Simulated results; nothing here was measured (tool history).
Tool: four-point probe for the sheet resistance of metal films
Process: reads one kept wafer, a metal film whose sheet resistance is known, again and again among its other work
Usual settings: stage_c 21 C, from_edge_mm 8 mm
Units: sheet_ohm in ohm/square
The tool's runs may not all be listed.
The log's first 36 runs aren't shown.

run	hour	stage_c	from_edge_mm	sheet_ohm
37	3483.6	26	5	1.271713
38	3555.1	27	29	1.231662
39	3653.3	25	4	1.294320
40	3762.3	31	4	1.291823
# hour 3808.4: new probe head fitted
41	3827.3	26	34	1.231491
42	3960.2	24	8	1.248127
43	4027.4	24	8	1.248140
44	4150.2	24	7	1.253353
45	4211.8	19	8	1.250042
46	4301.7	20	5	1.274515

3 ways to go on from here, each from the tool as it stands after run 46. What would each give?
A	4359.6	33	5	?
B	4359.6	28	7	?
C	4359.6	30	50	?

run	sheet_ohm
A	1.269058
B	1.251359
C	1.229738
Without the tool's hidden state the same runs would have given:
run	sheet_ohm
A	1.269116
B	1.251416
C	1.229795
